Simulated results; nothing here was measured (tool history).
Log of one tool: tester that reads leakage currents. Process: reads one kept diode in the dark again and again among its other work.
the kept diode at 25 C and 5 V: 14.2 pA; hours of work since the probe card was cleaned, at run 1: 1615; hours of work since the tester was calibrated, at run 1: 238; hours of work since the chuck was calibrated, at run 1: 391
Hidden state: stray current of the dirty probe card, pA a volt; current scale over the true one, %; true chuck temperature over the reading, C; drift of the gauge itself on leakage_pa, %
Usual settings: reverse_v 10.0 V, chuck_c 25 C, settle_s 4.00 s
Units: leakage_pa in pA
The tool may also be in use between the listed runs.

| run | hour | reverse_v | chuck_c | settle_s | hours of work since the probe card was cleaned | hours of work since the tester was calibrated | hours of work since the chuck was calibrated | leakage_pa |
|---|---|---|---|---|---|---|---|---|
| 1 | 0.0 | 10.0 | 25 | 4.00 | 1615 | 238 | 391 | 21.47 |
| 2 | 86.3 | 6.9 | 25 | 4.00 | 1652 | 275 | 428 | 17.52 |
| 3 | 153.2 | 6.9 | 25 | 4.00 | 1681 | 304 | 457 | 17.59 |
| 4 | 276.4 | 6.9 | 25 | 4.00 | 1735 | 358 | 511 | 17.55 |
| 5 | 405.5 | 6.9 | 25 | 4.00 | 1791 | 414 | 567 | 17.64 |
| 6 | 499.7 | 6.9 | 25 | 4.00 | 1832 | 455 | 608 | 17.45 |
| 7 | 605.7 | 2.9 | 25 | 4.00 | 1878 | 501 | 654 | 10.95 |
| 8 | 659.3 | 2.9 | 25 | 4.00 | 1901 | 524 | 677 | 11.05 |
| 9 | 785.1 | 2.9 | 25 | 4.00 | 1956 | 579 | 732 | 11.09 |
| 10 | 841.3 | 10.0 | 22 | 4.00 | 1980 | 603 | 756 | 17.24 |
| 11 | 957.8 | 10.0 | 22 | 4.00 | 2031 | 654 | 807 | 16.92 |
| 12 | 1023.8 | 9.2 | 22 | 4.00 | 2060 | 682 | 835 | 16.46 |
| 13 | 1155.6 | 1.1 | 24 | 0.32 | 2117 | 740 | 893 | 7.30 |
| 14 | 1234.3 | 6.8 | 25 | 0.31 | 2151 | 774 | 927 | 24.80 |
| 15 | 1331.2 | 10.0 | 55 | 1.90 | 2193 | 816 | 969 | 182.64 |
| 16 | 1411.9 | 5.1 | 28 | 4.00 | 2228 | 851 | 1004 | 18.71 |
| 17 | 1509.2 | 1.4 | 29 | 0.57 | 2271 | 893 | 1046 | 10.92 |
| 18 | 1597.3 | 10.1 | 25 | 4.00 | 2309 | 932 | 1085 | 21.50 |
| 19 | 1681.1 | 10.1 | 25 | 4.00 | 2345 | 968 | 1121 | 21.64 |
| 20 | 1741.4 | 1.2 | 52 | 4.00 | 2372 | 994 | 1147 | 49.08 |

3 ways to go on from here, each from the tool as it stands after run 20. What would each give?
| A | 1867.9 | 2.8 | 25 | 1.53 | 2427 | 1049 | 1202 | ? |
| B | 1867.9 | 18.6 | 47 | 2.55 | 2427 | 1049 | 1202 | ? |
| C | 1867.9 | 1.2 | 51 | 4.00 | 2427 | 1049 | 1202 | ? |

| run | leakage_pa |
|---|---|
| A | 11.28 |
| B | 148.52 |
| C | 45.89 |
Without the tool's hidden state the same runs would have given:
| run | leakage_pa |
|---|---|
| A | 11.28 |
| B | 148.49 |
| C | 45.89 |
